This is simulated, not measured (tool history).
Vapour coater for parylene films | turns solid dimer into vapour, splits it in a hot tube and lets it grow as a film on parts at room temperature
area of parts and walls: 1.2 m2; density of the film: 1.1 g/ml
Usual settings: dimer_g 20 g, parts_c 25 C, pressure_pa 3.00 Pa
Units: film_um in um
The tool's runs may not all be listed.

Run 1, hour 0.0: usual settings. Result: film_um 12.07 um.
Run 2, hour 18.6: usual settings. Result: film_um 11.98 um.
Run 3, hour 48.1: usual settings. Result: film_um 12.08 um.
Run 4, hour 70.1: usual settings. Result: film_um 12.11 um.
Run 5, hour 88.8: usual settings. Result: film_um 12.10 um.
Run 6, hour 116.1: usual settings but parts_c 33 C. Result: film_um 9.30 um.
Run 7, hour 147.3: usual settings but parts_c 33 C. Result: film_um 9.35 um.
Run 8, hour 164.3: usual settings. Result: film_um 12.09 um.
Run 9, hour 193.3: usual settings but parts_c 21 C. Result: film_um 13.70 um.
Run 10, hour 224.2: usual settings. Result: film_um 12.11 um.
Run 11, hour 256.4: usual settings. Result: film_um 12.16 um.
Run 12, hour 277.7: usual settings. Result: film_um 12.07 um.
Run 13, hour 311.3: usual settings. Result: film_um 12.07 um.
Run 14, hour 335.2: usual settings but parts_c 31 C. Result: film_um 9.97 um.
Run 15, hour 356.3: usual settings but parts_c 31 C. Result: film_um 9.90 um.
Run 16, hour 384.4: usual settings. Result: film_um 12.15 um.
At hour 403.4: trap's valve overhauled.
Run 17, hour 404.5: usual settings but parts_c 37 C. Result: film_um 8.15 um.
Run 18, hour 428.5: usual settings but parts_c 37 C. Result: film_um 8.13 um.
Run 19, hour 457.2: usual settings but dimer_g 11 g. Result: film_um 6.75 um.
Run 20, hour 484.7: usual settings but dimer_g 11 g. Result: film_um 6.69 um.
Run 21, hour 513.1: usual settings but dimer_g 11 g. Result: film_um 6.63 um.
Run 22, hour 540.0: usual settings but dimer_g 10 g, parts_c 29 C. Result: film_um 5.26 um.
Run 23, hour 566.7: usual settings but parts_c 22 C. Result: film_um 13.33 um.
Run 24, hour 595.4: usual settings but dimer_g 18 g, parts_c 29 C, pressure_pa 8.86 Pa. Result: film_um 7.82 um.
Run 25, hour 614.5: usual settings but parts_c 27 C, pressure_pa 6.95 Pa. Result: film_um 9.73 um.
Run 26, hour 632.3: usual settings but parts_c 27 C, pressure_pa 6.95 Pa. Result: film_um 9.77 um.
Run 27, hour 652.9: usual settings but dimer_g 16 g, parts_c 33 C, pressure_pa 4.19 Pa. Result: film_um 6.99 um.
At hour 656.2: table's thermometer calibrated.
Run 28, hour 669.6: usual settings but dimer_g 9 g, parts_c 30 C, pressure_pa 2.27 Pa. Result: film_um 4.85 um.
Run 29, hour 683.7: usual settings but dimer_g 9 g, parts_c 22 C, pressure_pa 2.33 Pa. Result: film_um 6.29 um.
Run 30, hour 714.9: usual settings but dimer_g 19 g, parts_c 37 C, pressure_pa 2.24 Pa. Result: film_um 8.12 um.
Run 31, hour 743.0: usual settings but dimer_g 19 g, parts_c 37 C, pressure_pa 2.24 Pa. Result: film_um 8.21 um.
Run 32, hour 761.2: usual settings but dimer_g 11 g, parts_c 32 C, pressure_pa 4.09 Pa. Result: film_um 5.00 um.
Run 33, hour 793.7: usual settings but dimer_g 11 g, parts_c 32 C, pressure_pa 4.09 Pa. Result: film_um 4.98 um.
Run 34, hour 817.1: usual settings but dimer_g 16 g, parts_c 32 C, pressure_pa 2.68 Pa. Result: film_um 7.83 um.
Run 35, hour 840.3: usual settings but dimer_g 9 g, parts_c 35 C. Result: film_um 3.92 um.
Run 36, hour 870.4: usual settings but dimer_g 9 g, parts_c 35 C. Result: film_um 3.93 um.
At hour 904.0: trap's valve overhauled.
Run 37, hour 906.6: usual settings but dimer_g 14 g, parts_c 28 C, pressure_pa 2.75 Pa. Result: film_um 7.81 um.
Run 38, hour 930.1: usual settings but dimer_g 13 g, parts_c 29 C, pressure_pa 2.75 Pa. Result: film_um 7.00 um.
Run 39, hour 950.7: usual settings but dimer_g 18 g, parts_c 19 C, pressure_pa 6.97 Pa. Result: film_um 11.38 um.
Run 40, hour 971.1: usual settings but dimer_g 19 g, parts_c 24 C. Result: film_um 11.80 um.
Run 41, hour 1001.8: usual settings but dimer_g 19 g, parts_c 23 C. Result: film_um 12.29 um.
Run 42, hour 1016.2: usual settings but dimer_g 10 g, parts_c 23 C. Result: film_um 6.45 um.

3 ways to go on from here, each from the tool as it stands after run 42. What would each give?
Run A, hour 1035.5: usual settings but pressure_pa 11.32 Pa. Result: film_um ?.
Run B, hour 1035.5: usual settings but dimer_g 28 g, parts_c 23 C. Result: film_um ?.
Run C, hour 1035.5: usual settings but dimer_g 8 g, parts_c 17 C. Result: film_um ?.

run  film_um
  A     9.53
  B    18.06
  C     5.98
Without the tool's hidden state the same runs would have given:
run  film_um
  A     9.54
  B    18.08
  C     5.98
